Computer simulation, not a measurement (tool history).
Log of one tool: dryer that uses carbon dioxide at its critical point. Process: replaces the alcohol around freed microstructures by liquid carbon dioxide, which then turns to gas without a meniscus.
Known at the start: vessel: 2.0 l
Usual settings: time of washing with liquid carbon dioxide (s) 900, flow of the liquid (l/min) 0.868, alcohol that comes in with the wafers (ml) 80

run	day	time of washing with liquid carbon dioxide (s)	flow of the liquid (l/min)	alcohol that comes in with the wafers (ml)	alcohol left in the vessel before it's heated (ppm by volume)
1	0.000	900	0.868	80	185
2	0.775	900	0.868	80	184
3	1.379	900	0.868	80	187
4	1.871	660	0.868	80	597
5	2.662	900	0.868	80	195
6	3.212	900	0.868	80	213
7	4.175	900	0.868	80	218
8	5.233	900	0.868	100	243
9	6.279	900	0.868	100	254
10	7.271	900	0.868	100	253
11	7.804	900	0.868	100	267
12	8.804	900	0.868	80	237
13	10.012	900	0.868	80	239
14	10.612	900	0.868	80	252
15	11.550	1260	0.868	80	130
16	12.279	1260	0.868	80	129
17	13.038	1260	0.868	55	121
18	13.583	900	0.868	80	278
19	14.429	600	0.868	80	1051
20	15.421	900	0.868	81	279
21	15.962	900	1.039	80	169
22	16.592	900	0.868	80	283
23	17.175	900	0.868	80	293

Forecast run 24:
24	18.154	900	0.868	80	?

{"run 24": {"alcohol left in the vessel before it's heated (ppm by volume)": 288}}
Without the tool's hidden state the same run would have given alcohol left in the vessel before it's heated (ppm by volume) 65.
